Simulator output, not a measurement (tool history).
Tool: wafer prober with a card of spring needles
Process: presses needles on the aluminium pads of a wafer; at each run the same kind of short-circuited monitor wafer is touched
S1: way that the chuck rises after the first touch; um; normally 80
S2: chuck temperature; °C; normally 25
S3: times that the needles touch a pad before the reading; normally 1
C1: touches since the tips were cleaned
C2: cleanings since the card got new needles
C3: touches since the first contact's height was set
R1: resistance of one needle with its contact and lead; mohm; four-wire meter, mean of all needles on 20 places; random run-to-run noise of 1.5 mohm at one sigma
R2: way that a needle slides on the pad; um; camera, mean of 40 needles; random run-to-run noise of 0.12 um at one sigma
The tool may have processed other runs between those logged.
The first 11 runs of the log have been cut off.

| run | hour | S1 | S2 | S3 | C1 | C2 | C3 | R1 | R2 |
|---|---|---|---|---|---|---|---|---|---|
|  | 110 | tips cleaned on abrasive film |
|  | 116 | tips cleaned on abrasive film |
| 12 | 117.7 | 80 | 25 | 1 | 874 | 113 | 74650 | 163 | 17.76 |
|  | 121.6 | tips cleaned on abrasive film |
| 13 | 126.7 | 80 | 25 | 1 | 2538 | 114 | 79054 | 182 | 17.94 |
|  | 127.6 | tips cleaned on abrasive film |
|  | 133.3 | tips cleaned on abrasive film |
|  | 139.3 | tips cleaned on abrasive film |
| 14 | 139.5 | 89 | 25 | 1 | 61 | 117 | 85272 | 144 | 19.74 |
|  | 145.9 | tips cleaned on abrasive film |
|  | 146.2 | height of the first contact set anew |
| 15 | 151 | 89 | 25 | 1 | 2432 | 118 | 2432 | 169 | 20.72 |
|  | 152.3 | tips cleaned on abrasive film |
|  | 157.8 | tips cleaned on abrasive film |
| 16 | 160.4 | 72 | 25 | 2 | 1298 | 120 | 7006 | 163 | 16.56 |
|  | 163.9 | tips cleaned on abrasive film |
|  | 169.5 | tips cleaned on abrasive film |
| 17 | 172.1 | 72 | 25 | 2 | 1271 | 122 | 12712 | 163 | 16.4 |
|  | 175.9 | tips cleaned on abrasive film |
|  | 181.9 | tips cleaned on abrasive film |
| 18 | 186.2 | 84 | 26 | 2 | 2099 | 124 | 19617 | 162 | 19.14 |
|  | 187.5 | tips cleaned on abrasive film |
|  | 193.6 | tips cleaned on abrasive film |
| 19 | 197.9 | 80 | 25 | 2 | 2175 | 126 | 25392 | 165 | 18.18 |
|  | 199.3 | tips cleaned on abrasive film |
|  | 205.2 | tips cleaned on abrasive film |
| 20 | 209.6 | 80 | 25 | 2 | 2213 | 128 | 31118 | 165 | 18.26 |
|  | 210.8 | tips cleaned on abrasive film |
|  | 216.7 | tips cleaned on abrasive film |
| 21 | 220.2 | 72 | 34 | 1 | 1732 | 130 | 36284 | 187 | 16.24 |
|  | 222.7 | tips cleaned on abrasive film |
|  | 228.6 | tips cleaned on abrasive film |
| 22 | 231.7 | 72 | 34 | 1 | 1524 | 132 | 41894 | 183 | 16.01 |
|  | 234.1 | tips cleaned on abrasive film |
|  | 239.6 | tips cleaned on abrasive film |
| 23 | 242.4 | 93 | 25 | 1 | 1419 | 134 | 47138 | 162 | 21.02 |
|  | 245.5 | tips cleaned on abrasive film |
|  | 251.2 | tips cleaned on abrasive film |
|  | 256.6 | tips cleaned on abrasive film |
| 24 | 256.6 | 93 | 25 | 1 | 0 | 137 | 54073 | 141 | 20.8 |
|  | 262.1 | tips cleaned on abrasive film |
| 25 | 265.5 | 93 | 124 | 1 | 1723 | 138 | 58449 | 180 | 20.75 |
|  | 267.4 | tips cleaned on abrasive film |
|  | 273 | tips cleaned on abrasive film |
|  | 278.9 | tips cleaned on abrasive film |
| 26 | 279.6 | 81 | 34 | 2 | 356 | 141 | 65312 | 154 | 18.03 |
|  | 285.5 | tips cleaned on abrasive film |
|  | 291.1 | tips cleaned on abrasive film |
| 27 | 294.7 | 80 | 38 | 1 | 1796 | 143 | 72720 | 183 | 17.84 |
|  | 296.9 | tips cleaned on abrasive film |
|  | 303.2 | tips cleaned on abrasive film |
| 28 | 303.6 | 80 | 34 | 3 | 202 | 145 | 77090 | 152 | 17.8 |
|  | 309 | tips cleaned on abrasive film |
|  | 314.9 | tips cleaned on abrasive film |
| 29 | 318.7 | 77 | 71 | 1 | 1864 | 147 | 84475 | 197 | 16.93 |
|  | 321.2 | tips cleaned on abrasive film |
| 30 | 325.7 | 62 | 80 | 2 | 2214 | 148 | 87908 | 203 | 13.62 |

Consider 3 possible next runs. They are alternatives, not a sequence: every one starts from the tool as it was left by run 30. What does each give?
|  | 326.7 | tips cleaned on abrasive film |
|  | 327 | height of the first contact set anew |
|  | 332.9 | tips cleaned on abrasive film |
| A | 334.5 | 95 | 25 | 1 | 780 | 150 | 3638 | ? | ? |
|  | 326.7 | tips cleaned on abrasive film |
|  | 327 | height of the first contact set anew |
|  | 332.9 | tips cleaned on abrasive film |
| B | 334.5 | 83 | 80 | 1 | 780 | 150 | 3638 | ? | ? |
|  | 326.7 | tips cleaned on abrasive film |
|  | 327 | height of the first contact set anew |
|  | 332.9 | tips cleaned on abrasive film |
| C | 334.5 | 66 | 77 | 1 | 780 | 150 | 3638 | ? | ? |

| run | R1 | R2 |
|---|---|---|
| A | 153 | 21.81 |
| B | 170 | 19.11 |
| C | 192 | 15.21 |
Without the tool's hidden state the same runs would have given:
| run | R1 | R2 |
|---|---|---|
| A | 133 | 21.83 |
| B | 147 | 19.13 |
| C | 157 | 15.23 |

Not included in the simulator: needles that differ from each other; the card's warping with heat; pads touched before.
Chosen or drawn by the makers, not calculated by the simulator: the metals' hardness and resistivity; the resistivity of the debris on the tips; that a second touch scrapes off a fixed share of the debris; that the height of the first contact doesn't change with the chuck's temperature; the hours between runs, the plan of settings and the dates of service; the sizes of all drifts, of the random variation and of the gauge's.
